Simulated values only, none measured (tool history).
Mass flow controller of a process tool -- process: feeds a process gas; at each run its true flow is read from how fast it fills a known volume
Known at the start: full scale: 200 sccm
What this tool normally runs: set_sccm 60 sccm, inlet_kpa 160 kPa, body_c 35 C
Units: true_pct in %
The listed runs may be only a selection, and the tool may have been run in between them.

Run 1, hour 0.0: usual settings. Result: true_pct 100.04 %.
Run 2, hour 312.0: usual settings but set_sccm 132 sccm. Result: true_pct 100.10 %.
Run 3, hour 591.5: usual settings but set_sccm 99 sccm. Result: true_pct 100.07 %.
Run 4, hour 945.1: usual settings but body_c 37 C. Result: true_pct 99.92 %.
Run 5, hour 1199.1: usual settings but inlet_kpa 158 kPa. Result: true_pct 99.75 %.
Run 6, hour 1351.8: usual settings. Result: true_pct 99.81 %.
Run 7, hour 1534.4: usual settings. Result: true_pct 99.71 %.
Run 8, hour 1750.9: usual settings. Result: true_pct 99.66 %.
Run 9, hour 2104.7: usual settings. Result: true_pct 99.72 %.
Run 10, hour 2454.9: usual settings. Result: true_pct 99.57 %.
Run 11, hour 2665.7: usual settings. Result: true_pct 99.68 %.
Run 12, hour 2853.6: usual settings. Result: true_pct 99.57 %.
Run 13, hour 3054.0: usual settings. Result: true_pct 99.47 %.
Run 14, hour 3354.5: usual settings but set_sccm 59 sccm. Result: true_pct 99.51 %.
Run 15, hour 3630.9: usual settings but body_c 21 C. Result: true_pct 98.67 %.
Run 16, hour 3910.8: usual settings but body_c 28 C. Result: true_pct 98.96 %.
Run 17, hour 4169.5: usual settings but body_c 28 C. Result: true_pct 98.91 %.
Run 18, hour 4400.0: usual settings but body_c 30 C. Result: true_pct 99.04 %.
Run 19, hour 4759.5: usual settings but set_sccm 48 sccm, body_c 30 C. Result: true_pct 98.97 %.
Run 20, hour 4925.4: usual settings. Result: true_pct 99.42 %.
At hour 5017.9: gauge calibrated.
Run 21, hour 5124.5: usual settings. Result: true_pct 99.83 %.
Run 22, hour 5352.0: usual settings. Result: true_pct 99.87 %.
Run 23, hour 5577.0: usual settings. Result: true_pct 99.85 %.
Run 24, hour 5822.0: usual settings. Result: true_pct 99.87 %.
Run 25, hour 6098.1: usual settings but inlet_kpa 217 kPa, body_c 22 C. Result: true_pct 99.05 %.
Run 26, hour 6369.7: usual settings but set_sccm 99 sccm, inlet_kpa 251 kPa, body_c 40 C. Result: true_pct 100.39 %.
Run 27, hour 6579.8: usual settings but set_sccm 111 sccm, body_c 27 C. Result: true_pct 99.48 %.
Run 28, hour 6928.6: usual settings but set_sccm 23 sccm, inlet_kpa 238 kPa, body_c 28 C. Result: true_pct 99.23 %.
Run 29, hour 7170.1: usual settings but set_sccm 25 sccm. Result: true_pct 99.55 %.
Run 30, hour 7430.9: usual settings but set_sccm 86 sccm, inlet_kpa 144 kPa. Result: true_pct 99.59 %.
Run 31, hour 7677.3: usual settings but set_sccm 21 sccm, inlet_kpa 159 kPa, body_c 24 C. Result: true_pct 98.64 %.
Run 32, hour 8022.8: usual settings but set_sccm 21 sccm, inlet_kpa 254 kPa, body_c 24 C. Result: true_pct 98.91 %.
Run 33, hour 8267.1: usual settings but set_sccm 21 sccm, inlet_kpa 151 kPa, body_c 24 C. Result: true_pct 98.62 %.
Run 34, hour 8572.7: usual settings but set_sccm 59 sccm, inlet_kpa 192 kPa, body_c 25 C. Result: true_pct 98.99 %.
At hour 8750.4: controller's zero set anew.
Run 35, hour 8872.2: usual settings but inlet_kpa 208 kPa, body_c 40 C. Result: true_pct 99.85 %.
Run 36, hour 9219.6: usual settings but set_sccm 111 sccm, inlet_kpa 184 kPa, body_c 31 C. Result: true_pct 99.25 %.
At hour 9234.5: gauge calibrated.
Run 37, hour 9575.3: usual settings but set_sccm 111 sccm, inlet_kpa 184 kPa, body_c 31 C. Result: true_pct 99.85 %.
Run 38, hour 9840.3: usual settings but set_sccm 144 sccm, inlet_kpa 237 kPa, body_c 24 C. Result: true_pct 99.72 %.
Run 39, hour 10190.1: usual settings but set_sccm 21 sccm, inlet_kpa 253 kPa, body_c 31 C. Result: true_pct 99.47 %.
Run 40, hour 10548.0: usual settings but set_sccm 21 sccm, inlet_kpa 253 kPa, body_c 27 C. Result: true_pct 99.19 %.
Run 41, hour 10811.0: usual settings but set_sccm 147 sccm, body_c 31 C. Result: true_pct 99.93 %.
Run 42, hour 11044.1: usual settings but set_sccm 89 sccm, inlet_kpa 272 kPa, body_c 25 C. Result: true_pct 99.57 %.
Run 43, hour 11243.8: usual settings but set_sccm 89 sccm, inlet_kpa 272 kPa, body_c 25 C. Result: true_pct 99.37 %.
Run 44, hour 11444.8: usual settings but set_sccm 89 sccm, inlet_kpa 272 kPa, body_c 25 C. Result: true_pct 99.41 %.
Run 45, hour 11620.3: usual settings but inlet_kpa 197 kPa, body_c 27 C. Result: true_pct 99.22 %.
Run 46, hour 11973.9: usual settings but inlet_kpa 197 kPa, body_c 27 C. Result: true_pct 99.10 %.
Run 47, hour 12140.6: usual settings but set_sccm 40 sccm, inlet_kpa 197 kPa, body_c 28 C. Result: true_pct 99.06 %.

Each run again, without the hidden state but with its own random variation kept:
Hidden state present: flow at rest that the sensor doesn't see, % of full scale; true flow over the shown one, %; drift of the gauge itself on true_pct, %.
run  true_pct
  1    100.04
  2    100.14
  3    100.15
  4    100.04
  5     99.90
  6     99.99
  7     99.90
  8     99.89
  9     99.98
 10     99.88
 11    100.02
 12     99.93
 13     99.86
 14     99.93
 15     99.13
 16     99.45
 17     99.43
 18     99.59
 19     99.57
 20    100.04
 21     99.85
 22     99.93
 23     99.93
 24     99.98
 25     99.19
 26    100.56
 27     99.68
 28     99.50
 29     99.85
 30     99.90
 31     99.01
 32     99.32
 33     99.06
 34     99.44
 35    100.32
 36     99.76
 37     99.88
 38     99.79
 39     99.59
 40     99.35
 41    100.12
 42     99.79
 43     99.62
 44     99.68
 45     99.51
 46     99.44
 47     99.42
